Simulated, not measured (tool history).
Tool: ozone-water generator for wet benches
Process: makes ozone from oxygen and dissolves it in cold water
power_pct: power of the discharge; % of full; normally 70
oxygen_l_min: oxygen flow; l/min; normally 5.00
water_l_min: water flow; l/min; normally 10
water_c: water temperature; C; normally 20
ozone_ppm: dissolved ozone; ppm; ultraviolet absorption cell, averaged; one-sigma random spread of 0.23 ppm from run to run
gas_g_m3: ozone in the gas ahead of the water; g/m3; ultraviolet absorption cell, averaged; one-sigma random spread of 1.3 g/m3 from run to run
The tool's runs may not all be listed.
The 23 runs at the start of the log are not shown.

run,hour,power_pct,oxygen_l_min,water_l_min,water_c,hours of work since the electrodes were changed,hours of work since the contactor was cleaned,hours of work since the thermometer was calibrated,ozone_ppm,gas_g_m3
24,543.7,87,5.88,7,16,779,883,4808,50.2,259.2
25,559.6,70,5.00,10,16,788,893,4818,35.6,243.0
26,577.2,52,5.00,13,15,799,904,4829,23.5,195.4
27,600.9,52,5.00,13,15,813,918,4843,23.6,195.1
28,616.2,76,8.54,7,20,823,927,4852,36.3,187.2
29,634.8,76,8.54,7,20,834,939,4864,35.9,187.1
30,650.3,76,8.54,7,20,844,948,4873,36.2,187.6
31,678.7,57,5.00,6,14,861,966,4891,43.2,208.9
32,710.6,57,5.00,6,14,880,985,4910,44.1,208.7

What if the next run were any one of these 5? Each begins from the tool's condition after run 32:
A,730.2,57,3.13,6,26,892,997,4922,?,?
B,730.2,70,2.91,10,16,892,997,4922,?,?
C,730.2,59,5.00,11,20,892,997,4922,?,?
D,730.2,70,5.21,10,20,892,997,4922,?,?
E,730.2,57,5.40,10,14,892,997,4922,?,?

run,ozone_ppm,gas_g_m3
A,38.8,277.5
B,38.3,334.5
C,27.2,212.7
D,33.0,238.7
E,30.9,198.5
The same runs, with their run-to-run variation unchanged, on a tool lacking any hidden condition would have given:
run,ozone_ppm,gas_g_m3
A,39.8,281.2
B,39.5,339.8
C,28.0,215.7
D,34.0,242.4
E,31.8,201.1
